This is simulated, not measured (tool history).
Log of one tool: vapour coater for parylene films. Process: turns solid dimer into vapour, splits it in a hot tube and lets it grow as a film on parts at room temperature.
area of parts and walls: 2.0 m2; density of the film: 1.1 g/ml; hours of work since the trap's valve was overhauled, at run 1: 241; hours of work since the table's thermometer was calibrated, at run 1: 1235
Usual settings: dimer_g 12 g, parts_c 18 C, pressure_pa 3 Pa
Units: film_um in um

run     day  dimer_g  parts_c  pressure_pa  hours of work since the trap's valve was overhauled  hours of work since the table's thermometer was calibrated  film_um
  1       0       12       18            3                                                  241                                                        1235     2.55
  2   1.362       12       18            3                                                  259                                                        1253     2.52
      2.758  -- table's thermometer calibrated
  3   3.521       12       18            3                                                  287                                                          10     2.52
  4   5.696       12       18            3                                                  316                                                          39     2.49
  5   7.583       12       18         9.85                                                  341                                                          64     2.26
  6   8.854       12       18         9.85                                                  357                                                          80     2.22
  7  10.667       12       18            3                                                  381                                                         104     2.47
  8  12.825       12       18         5.54                                                  410                                                         133     2.32
  9  14.638       12       18         7.39                                                  434                                                         157     2.27
 10  16.596       12       10            3                                                  459                                                         183     3.16
 11  19.075       10       10            3                                                  492                                                         215     2.58
 12  21.375       10       10            3                                                  523                                                         246     2.56
 13  22.388       12       18            3                                                  536                                                         259     2.39
     22.675  -- trap's valve overhauled
 14  24.662       12       18            3                                                   26                                                         287     2.28
 15  27.058       12       18            3                                                   58                                                         319     2.26
 16  29.217       12       18            3                                                   86                                                         347     2.25
 17  31.646       12       18            3                                                  118                                                         379     2.25
 18  32.804       17       18         3.32                                                  134                                                         394     3.12
     33.942  -- trap's valve overhauled, once more
 19  35.108        6       18         6.53                                                   15                                                         423     1.24
 20  37.579        6       18         6.53                                                   48                                                         455     1.22
 21  39.612       14       18         7.49                                                   75                                                         482     2.83
 22  41.767       14       18         7.49                                                  103                                                         510      2.8
 23  43.071       12       13         4.32                                                  121                                                         528     2.94
 24  44.196       12       24         2.57                                                  135                                                         543     2.17
 25  45.733        8       11         9.03                                                  156                                                         563     1.92
 26   47.25       21       11         9.03                                                  176                                                         583     5.07
 27  48.525       21       11         9.03                                                  193                                                         600     5.01
 28  50.279        8       13        11.93                                                  216                                                         623     1.74
 29  51.817        8       23         2.09                                                  236                                                         643     1.51
 30  53.896        8       23         2.09                                                  263                                                         671     1.49
 31  55.154        8       13         2.76                                                  280                                                         687     2.01

Hidden state at the last listed run before each entry between runs and at the first one after, where it differs:
Between runs 2 and 3: table's thermometer calibrated (day 2.758)
  vapour lost through the trap's worn valve, %: 5.1 -> 5.6; true temperature of the parts over the reading, C: 0.37 -> 0.18
  measured less the result without the state, film_um: -0.16 -> -0.16 um
Between runs 13 and 14: trap's valve overhauled (day 22.675)
  vapour lost through the trap's worn valve, %: 10.1 -> 14.3; true temperature of the parts over the reading, C: 0.26 -> 0.27
  measured less the result without the state, film_um: -0.29 -> -0.4 um
Between runs 18 and 19: trap's valve overhauled, once more (day 33.942)
  vapour lost through the trap's worn valve, %: 16.3 -> 0.3; true temperature of the parts over the reading, C: 0.3 -> 0.31
  measured less the result without the state, film_um: -0.64 -> -0.01 um
